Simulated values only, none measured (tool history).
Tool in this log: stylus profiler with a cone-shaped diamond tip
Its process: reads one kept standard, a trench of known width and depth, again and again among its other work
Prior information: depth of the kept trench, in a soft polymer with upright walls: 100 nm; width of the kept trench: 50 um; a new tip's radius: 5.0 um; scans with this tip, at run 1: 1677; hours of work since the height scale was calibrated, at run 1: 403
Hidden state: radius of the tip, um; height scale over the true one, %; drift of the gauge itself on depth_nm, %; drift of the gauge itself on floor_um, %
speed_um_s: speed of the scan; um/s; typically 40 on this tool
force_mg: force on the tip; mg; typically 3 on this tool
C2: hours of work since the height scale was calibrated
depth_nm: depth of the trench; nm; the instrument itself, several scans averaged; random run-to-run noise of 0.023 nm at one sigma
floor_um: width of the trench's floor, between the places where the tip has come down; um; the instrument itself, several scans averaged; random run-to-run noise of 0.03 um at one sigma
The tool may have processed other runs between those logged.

run 1 hour=0 | speed_um_s=40 force_mg=3 | scans_with_this_tip=1677 C2=403 | depth_nm=101.3 floor_um=47.87
run 2 hour=41.6 | speed_um_s=40 force_mg=3 | scans_with_this_tip=1775 C2=427 | depth_nm=101.29 floor_um=47.86
run 3 hour=94.4 | speed_um_s=40 force_mg=3 | scans_with_this_tip=1900 C2=457 | depth_nm=101.29 floor_um=47.92
run 4 hour=121.8 | speed_um_s=40 force_mg=3 | scans_with_this_tip=1965 C2=473 | depth_nm=101.25 floor_um=47.85
run 5 hour=159.2 | speed_um_s=40 force_mg=3 | scans_with_this_tip=2053 C2=494 | depth_nm=101.32 floor_um=47.87
run 6 hour=187.3 | speed_um_s=40 force_mg=3 | scans_with_this_tip=2120 C2=510 | depth_nm=101.27 floor_um=47.82
run 7 hour=247.6 | speed_um_s=40 force_mg=3 | scans_with_this_tip=2262 C2=544 | depth_nm=101.27 floor_um=47.85
run 8 hour=288.9 | speed_um_s=40 force_mg=5.26 | scans_with_this_tip=2359 C2=568 | depth_nm=101.84 floor_um=47.85
run 9 hour=346.6 | speed_um_s=40 force_mg=5.26 | scans_with_this_tip=2496 C2=600 | depth_nm=101.9 floor_um=47.82

The next listed run, before its measurement:
run 10 hour=374.8 | speed_um_s=39 force_mg=5.26 | scans_with_this_tip=2562 C2=616 | depth_nm=? floor_um=?

depth_nm: 101.89 nm
floor_um: 47.84 um
If the tool had no hidden condition, the same run with the same run-to-run variation would have returned depth_nm 102.03 nm, floor_um 47.98 um.
